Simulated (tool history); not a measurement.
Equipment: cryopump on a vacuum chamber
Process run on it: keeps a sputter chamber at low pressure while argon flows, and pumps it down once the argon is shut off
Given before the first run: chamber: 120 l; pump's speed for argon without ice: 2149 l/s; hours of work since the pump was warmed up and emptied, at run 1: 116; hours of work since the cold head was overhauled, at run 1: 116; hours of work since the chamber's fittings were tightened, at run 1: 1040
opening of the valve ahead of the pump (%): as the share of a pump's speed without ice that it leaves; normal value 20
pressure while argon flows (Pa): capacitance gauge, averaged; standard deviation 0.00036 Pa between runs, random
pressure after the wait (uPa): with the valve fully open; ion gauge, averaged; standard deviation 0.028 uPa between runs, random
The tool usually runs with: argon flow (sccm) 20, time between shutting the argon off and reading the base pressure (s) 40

run,hour,argon flow (sccm),time between shutting the argon off and reading the base pressure (s),opening of the valve ahead of the pump (%),hours of work since the pump was warmed up and emptied,hours of work since the cold head was overhauled,hours of work since the chamber's fittings were tightened,pressure while argon flows (Pa),pressure after the wait (uPa)
1,0.0,20,40,20,116,116,1040,0.0797,1.69
2,75.4,20,40,51,149,149,1073,0.0312,1.67
3,132.1,20,40,20,174,174,1098,0.0788,1.70
4,197.6,20,40,20,202,202,1127,0.0788,1.67
5,259.6,20,40,20,230,230,1154,0.0791,1.74
6,351.7,20,40,20,270,270,1195,0.0797,1.68
7,424.8,20,40,20,302,302,1227,0.0798,1.77
8,498.1,20,40,20,334,334,1259,0.0790,1.79
9,537.8,20,40,20,352,352,1276,0.0787,1.74
10,600.7,20,40,20,380,380,1304,0.0797,1.81
11,682.8,20,40,20,416,416,1340,0.0797,1.76
12,731.1,20,40,20,437,437,1361,0.0796,1.81
13,781.2,28,168,19,459,459,1383,0.1170,0.95
14,864.1,20,161,48,495,495,1420,0.0340,0.95
15,954.2,20,161,48,535,535,1459,0.0336,0.98
16,1034.0,20,283,21,570,570,1494,0.0757,0.87
17,1093.5,20,283,21,596,596,1520,0.0760,0.89
18,1160.7,11,40,32,625,625,1550,0.0278,1.86
19,1234.9,11,71,32,658,658,1582,0.0279,1.38
20,1303.4,9,66,37,688,688,1613,0.0197,1.47
# hour 1340.7: leaking fittings of the chamber tightened, without venting
21,1394.3,20,75,46,727,727,24,0.0358,0.81
22,1442.6,34,40,18,748,748,45,0.1518,1.38
23,1492.8,37,40,29,770,770,67,0.1035,1.31
24,1566.1,37,40,29,803,803,99,0.1040,1.34

Predict each of these 4 candidate next runs independently; none follows another, all start after run 24:
A,1618.4,8,40,50,826,826,122,?,?
B,1618.4,20,40,58,826,826,122,?,?
C,1618.4,22,152,44,826,826,122,?,?
D,1618.4,9,66,38,826,826,122,?,?

run,pressure while argon flows (Pa),pressure after the wait (uPa)
A,0.0133,1.33
B,0.0287,1.37
C,0.0417,0.51
D,0.0198,0.91
What these runs would have given with no unlogged condition in the tool:
run,pressure while argon flows (Pa),pressure after the wait (uPa)
A,0.0125,1.26
B,0.0267,1.30
C,0.0395,0.44
D,0.0189,0.84
